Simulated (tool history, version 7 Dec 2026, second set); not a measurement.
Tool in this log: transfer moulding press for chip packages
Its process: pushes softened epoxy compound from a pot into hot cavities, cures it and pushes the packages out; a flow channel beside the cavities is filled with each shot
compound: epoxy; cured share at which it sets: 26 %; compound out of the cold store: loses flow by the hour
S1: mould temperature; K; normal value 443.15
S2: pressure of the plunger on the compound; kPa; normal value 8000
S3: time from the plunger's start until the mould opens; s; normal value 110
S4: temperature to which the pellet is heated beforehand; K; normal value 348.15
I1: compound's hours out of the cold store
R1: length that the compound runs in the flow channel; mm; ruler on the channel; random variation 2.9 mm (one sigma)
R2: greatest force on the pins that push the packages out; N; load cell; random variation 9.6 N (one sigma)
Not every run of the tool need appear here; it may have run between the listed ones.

run	hour	S1	S2	S3	S4	I1	R1	R2
1	0	443.15	8000	110	348.15	23.7	726	715
2	10.7	436.15	8000	110	348.15	18.9	762	1203
3	18.9	436.15	8000	110	348.15	42.4	652	1110
4	27.7	436.15	8000	110	348.15	13.1	791	1276
# hour 36.2: cavities cleaned with cleaning compound and waxed
5	42.6	436.15	8000	110	348.15	36.7	678	1329
6	54.1	436.15	8000	110	348.15	38.3	668	1365
7	60.7	442.15	8000	110	348.15	46.3	621	948
8	75.1	451.15	8000	110	348.15	41	626	816
9	86	451.15	8000	112	356.15	22.4	707	850
# hour 90.5: cavities cleaned with cleaning compound and waxed, once more
10	95.4	446.15	8000	111	353.15	8.2	788	425
11	107.8	440.15	8070	147	353.15	43.1	640	461
12	121.2	440.15	8070	147	353.15	32.9	681	525
13	134.8	443.15	8000	106	341.15	21.9	722	671

Below are 4 alternative next runs, each starting from the tool's condition after run 13. Predict each:
A	143.2	449.15	8000	110	348.15	30.1	?	?
B	143.2	443.15	6950	141	355.15	40.8	?	?
C	143.2	437.15	8000	106	341.15	36.5	?	?
D	143.2	441.15	8000	110	354.15	39.8	?	?

run	R1	R2
A	670	621
B	591	568
C	667	960
D	639	695
Take away the tool's hidden state, keep each run's random variation, and the runs would have read:
run	R1	R2
A	708	412
B	624	376
C	705	654
D	676	469
